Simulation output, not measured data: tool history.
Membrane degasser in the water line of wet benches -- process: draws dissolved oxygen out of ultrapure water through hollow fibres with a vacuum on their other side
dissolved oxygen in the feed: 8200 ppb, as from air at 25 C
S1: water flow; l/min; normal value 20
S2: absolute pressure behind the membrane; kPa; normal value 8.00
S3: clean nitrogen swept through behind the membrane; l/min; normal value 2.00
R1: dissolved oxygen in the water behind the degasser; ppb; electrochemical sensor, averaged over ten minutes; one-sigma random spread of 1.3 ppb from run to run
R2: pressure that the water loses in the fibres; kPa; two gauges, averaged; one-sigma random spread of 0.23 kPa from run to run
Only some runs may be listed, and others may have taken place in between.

{"run": 1, "hour": 0.0, "S1": 20, "S2": 8.0, "S3": 2.0, "R1": 141.0, "R2": 60.9}
{"run": 2, "hour": 238.2, "S1": 20, "S2": 8.0, "S3": 2.0, "R1": 142.1, "R2": 61.06}
{"run": 3, "hour": 371.6, "S1": 20, "S2": 8.0, "S3": 2.73, "R1": 111.3, "R2": 60.6}
{"run": 4, "hour": 599.1, "S1": 20, "S2": 8.0, "S3": 5.44, "R1": 67.9, "R2": 60.76}
{"run": 5, "hour": 797.8, "S1": 20, "S2": 8.0, "S3": 5.44, "R1": 67.2, "R2": 60.99}
{"run": 6, "hour": 941.3, "S1": 20, "S2": 8.0, "S3": 5.44, "R1": 69.7, "R2": 61.09}
{"hour": 994.5, "done": "vacuum gauge calibrated"}
{"run": 7, "hour": 1183.4, "S1": 20, "S2": 8.0, "S3": 5.44, "R1": 65.6, "R2": 61.34}
{"run": 8, "hour": 1329.8, "S1": 20, "S2": 8.0, "S3": 4.6, "R1": 74.7, "R2": 61.16}
{"run": 9, "hour": 1559.8, "S1": 20, "S2": 7.73, "S3": 4.6, "R1": 71.0, "R2": 61.42}
{"run": 10, "hour": 1827.0, "S1": 20, "S2": 7.73, "S3": 4.6, "R1": 71.1, "R2": 61.53}
{"run": 11, "hour": 1963.1, "S1": 20, "S2": 8.0, "S3": 2.05, "R1": 134.1, "R2": 61.56}
{"run": 12, "hour": 2136.4, "S1": 20, "S2": 8.0, "S3": 2.05, "R1": 135.1, "R2": 61.97}
{"run": 13, "hour": 2346.7, "S1": 20, "S2": 8.0, "S3": 2.05, "R1": 135.2, "R2": 62.12}
{"run": 14, "hour": 2617.4, "S1": 20, "S2": 8.0, "S3": 2.05, "R1": 137.0, "R2": 61.97}
{"run": 15, "hour": 2818.9, "S1": 20, "S2": 8.0, "S3": 2.05, "R1": 136.2, "R2": 62.07}
{"run": 16, "hour": 2960.2, "S1": 20, "S2": 8.0, "S3": 1.18, "R1": 206.2, "R2": 61.58}
{"run": 17, "hour": 3119.1, "S1": 19, "S2": 8.0, "S3": 2.0, "R1": 131.2, "R2": 59.39}
{"hour": 3233.1, "done": "seals of the vacuum lines changed"}
{"run": 18, "hour": 3351.8, "S1": 19, "S2": 8.0, "S3": 2.0, "R1": 128.9, "R2": 59.07}
{"run": 19, "hour": 3530.0, "S1": 15, "S2": 5.29, "S3": 2.57, "R1": 39.2, "R2": 46.41}
{"run": 20, "hour": 3730.1, "S1": 13, "S2": 19.74, "S3": 4.55, "R1": 120.1, "R2": 40.71}
{"run": 21, "hour": 3961.5, "S1": 21, "S2": 19.03, "S3": 4.55, "R1": 203.8, "R2": 65.95}
{"run": 22, "hour": 4080.9, "S1": 24, "S2": 19.03, "S3": 1.23, "R1": 672.7, "R2": 74.81}
{"run": 23, "hour": 4234.3, "S1": 15, "S2": 6.88, "S3": 1.23, "R1": 114.8, "R2": 46.63}
{"run": 24, "hour": 4439.6, "S1": 24, "S2": 8.0, "S3": 2.0, "R1": 179.7, "R2": 75.53}
{"run": 25, "hour": 4627.7, "S1": 15, "S2": 12.91, "S3": 1.05, "R1": 322.3, "R2": 47.11}
{"run": 26, "hour": 4877.0, "S1": 15, "S2": 12.91, "S3": 1.05, "R1": 319.2, "R2": 46.69}
{"run": 27, "hour": 5120.5, "S1": 15, "S2": 12.91, "S3": 1.06, "R1": 319.8, "R2": 47.38}
{"run": 28, "hour": 5348.1, "S1": 20, "S2": 15.57, "S3": 2.0, "R1": 312.5, "R2": 63.12}
{"run": 29, "hour": 5576.7, "S1": 20, "S2": 15.57, "S3": 2.0, "R1": 316.9, "R2": 63.44}
{"run": 30, "hour": 5809.8, "S1": 15, "S2": 13.59, "S3": 1.68, "R1": 227.0, "R2": 47.48}
{"run": 31, "hour": 6053.8, "S1": 12, "S2": 8.7, "S3": 0.96, "R1": 167.7, "R2": 37.93}
{"run": 32, "hour": 6261.8, "S1": 13, "S2": 8.0, "S3": 0.83, "R1": 177.4, "R2": 41.66}

What if the next run were any one of these 4? Each begins from the tool's condition after run 32:
{"run": "A", "hour": 6469.4, "S1": 13, "S2": 6.58, "S3": 3.23, "R1": "?", "R2": "?"}
{"run": "B", "hour": 6469.4, "S1": 26, "S2": 12.77, "S3": 0.83, "R1": "?", "R2": "?"}
{"run": "C", "hour": 6469.4, "S1": 30, "S2": 12.34, "S3": 0.83, "R1": "?", "R2": "?"}
{"run": "D", "hour": 6469.4, "S1": 13, "S2": 8.0, "S3": 2.34, "R1": "?", "R2": "?"}

run=A R1=41.0 R2=41.30
run=B R1=651.0 R2=82.97
run=C R1=732.6 R2=95.60
run=D R1=71.9 R2=41.47
Had the tool no hidden state, the same runs would have come out as:
run=A R1=36.6 R2=37.89
run=B R1=624.2 R2=76.16
run=C R1=697.8 R2=87.76
run=D R1=66.8 R2=38.06

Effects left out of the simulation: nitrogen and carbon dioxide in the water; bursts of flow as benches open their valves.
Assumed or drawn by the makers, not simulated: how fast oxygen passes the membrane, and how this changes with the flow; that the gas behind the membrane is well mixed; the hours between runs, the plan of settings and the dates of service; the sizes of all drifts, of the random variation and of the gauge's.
